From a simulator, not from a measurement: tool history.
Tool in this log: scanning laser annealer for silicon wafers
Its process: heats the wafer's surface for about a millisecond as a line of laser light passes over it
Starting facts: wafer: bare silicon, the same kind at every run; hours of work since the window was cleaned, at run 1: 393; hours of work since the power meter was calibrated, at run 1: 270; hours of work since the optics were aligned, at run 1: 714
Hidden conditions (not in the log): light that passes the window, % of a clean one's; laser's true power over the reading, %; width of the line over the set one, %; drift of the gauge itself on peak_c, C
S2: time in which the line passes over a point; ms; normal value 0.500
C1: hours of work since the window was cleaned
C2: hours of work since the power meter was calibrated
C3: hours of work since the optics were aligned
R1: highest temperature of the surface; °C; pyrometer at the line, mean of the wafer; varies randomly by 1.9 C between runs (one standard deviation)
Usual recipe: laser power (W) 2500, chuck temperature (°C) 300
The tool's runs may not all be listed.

Run 1, day 0.000: usual settings; C1 393; C2 270; C3 714. Result: R1 1069 °C.
Run 2, day 0.408: usual settings; C1 399; C2 277; C3 721. Result: R1 1069 °C.
Run 3, day 0.892: usual settings; C1 407; C2 285; C3 729. Result: R1 1071 °C.
Run 4, day 1.183: usual settings; C1 412; C2 290; C3 734. Result: R1 1071 °C.
Run 5, day 1.525: usual settings; C1 418; C2 296; C3 740. Result: R1 1069 °C.
Run 6, day 1.817: usual settings but S2 0.493 ms; C1 423; C2 301; C3 745. Result: R1 1065 °C.
Run 7, day 2.067: usual settings; C1 427; C2 305; C3 749. Result: R1 1074 °C.
Run 8, day 2.467: usual settings; C1 434; C2 312; C3 755. Result: R1 1071 °C.
Run 9, day 2.946: usual settings; C1 441; C2 319; C3 763. Result: R1 1071 °C.
At day 3.179: optics aligned, line set to its width.
Run 10, day 3.429: usual settings but S2 0.411 ms; C1 446; C2 324; C3 4. Result: R1 993 °C.
Run 11, day 3.871: usual settings but S2 0.411 ms; C1 453; C2 331; C3 11. Result: R1 995 °C.
Run 12, day 4.158: usual settings but S2 0.411 ms; C1 458; C2 336; C3 16. Result: R1 995 °C.
Run 13, day 4.600: usual settings but S2 0.411 ms; C1 466; C2 343; C3 24. Result: R1 996 °C.
Run 14, day 5.112: usual settings but S2 0.411 ms; C1 474; C2 352; C3 32. Result: R1 993 °C.
Run 15, day 5.446: usual settings but chuck temperature (°C) 273; C1 480; C2 358; C3 38. Result: R1 1039 °C.
At day 5.862: optics aligned, line set to its width, once more.
Run 16, day 6.125: usual settings but chuck temperature (°C) 310; C1 487; C2 365; C3 4. Result: R1 1080 °C.
Run 17, day 6.517: usual settings but chuck temperature (°C) 310; C1 494; C2 372; C3 11. Result: R1 1082 °C.
Run 18, day 6.979: usual settings but S2 0.599 ms; C1 502; C2 380; C3 19. Result: R1 1146 °C.
Run 19, day 7.329: usual settings but laser power (W) 2377, S2 0.493 ms, chuck temperature (°C) 306; C1 507; C2 385; C3 24. Result: R1 1025 °C.
Run 20, day 7.825: usual settings but laser power (W) 2377, S2 0.493 ms, chuck temperature (°C) 306; C1 516; C2 394; C3 33. Result: R1 1027 °C.
Run 21, day 8.367: usual settings but laser power (W) 2377, S2 0.493 ms, chuck temperature (°C) 306; C1 525; C2 403; C3 42. Result: R1 1028 °C.
Run 22, day 8.867: usual settings but laser power (W) 2377, S2 0.405 ms, chuck temperature (°C) 320; C1 533; C2 411; C3 50. Result: R1 972 °C.
Run 23, day 9.325: usual settings but laser power (W) 2409, chuck temperature (°C) 327; C1 541; C2 419; C3 58. Result: R1 1065 °C.
Run 24, day 9.629: usual settings but laser power (W) 2729, S2 0.475 ms, chuck temperature (°C) 271; C1 546; C2 424; C3 63. Result: R1 1096 °C.
Run 25, day 9.992: usual settings but laser power (W) 2729, S2 0.475 ms, chuck temperature (°C) 271; C1 552; C2 430; C3 69. Result: R1 1101 °C.
Run 26, day 10.458: usual settings but laser power (W) 2659, S2 0.358 ms, chuck temperature (°C) 292; C1 560; C2 437; C3 76. Result: R1 989 °C.
Run 27, day 10.917: usual settings but laser power (W) 2659, S2 0.603 ms, chuck temperature (°C) 308; C1 567; C2 445; C3 84. Result: R1 1222 °C.
Run 28, day 11.383: usual settings but laser power (W) 2422, chuck temperature (°C) 269; C1 575; C2 453; C3 92. Result: R1 1010 °C.
Run 29, day 11.825: usual settings but laser power (W) 2426, S2 0.550 ms, chuck temperature (°C) 325; C1 582; C2 460; C3 99. Result: R1 1105 °C.
Run 30, day 12.225: usual settings but chuck temperature (°C) 306; C1 589; C2 467; C3 106. Result: R1 1073 °C.
Run 31, day 12.458: usual settings but laser power (W) 2655, S2 0.389 ms, chuck temperature (°C) 317; C1 593; C2 471; C3 110. Result: R1 1041 °C.
Run 32, day 12.996: usual settings but laser power (W) 2347, S2 0.391 ms, chuck temperature (°C) 340; C1 602; C2 480; C3 119. Result: R1 966 °C.
Run 33, day 13.267: usual settings but laser power (W) 2299, S2 0.543 ms, chuck temperature (°C) 290; C1 606; C2 484; C3 123. Result: R1 1015 °C.
Run 34, day 13.688: usual settings but laser power (W) 2576, S2 0.370 ms, chuck temperature (°C) 282; C1 613; C2 491; C3 130. Result: R1 959 °C.
At day 14.254: window over the wafer cleaned.
Run 35, day 14.275: usual settings but laser power (W) 2576, S2 0.370 ms, chuck temperature (°C) 282; C1 0; C2 500; C3 139. Result: R1 985 °C.

What if the next run were any one of these 5? Each begins from the tool's condition after run 35:
Run A, day 14.671: usual settings but laser power (W) 2576, S2 0.456 ms, chuck temperature (°C) 270; C1 7; C2 506; C3 145. Result: R1 ?.
Run B, day 14.671: usual settings but laser power (W) 2742, S2 0.493 ms; C1 7; C2 506; C3 145. Result: R1 ?.
Run C, day 14.671: usual settings but laser power (W) 2512, S2 0.565 ms, chuck temperature (°C) 295; C1 7; C2 506; C3 145. Result: R1 ?.
Run D, day 14.671: usual settings but laser power (W) 2728, S2 0.390 ms, chuck temperature (°C) 264; C1 7; C2 506; C3 145. Result: R1 ?.
Run E, day 14.671: usual settings but laser power (W) 2483, S2 0.370 ms, chuck temperature (°C) 282; C1 7; C2 506; C3 145. Result: R1 ?.

run    R1
  A  1058
  B  1178
  C  1148
  D  1037
  E   959
Stripped of hidden state, with their random variation kept, the same runs would have yielded:
run    R1
  A  1055
  B  1174
  C  1145
  D  1035
  E   957
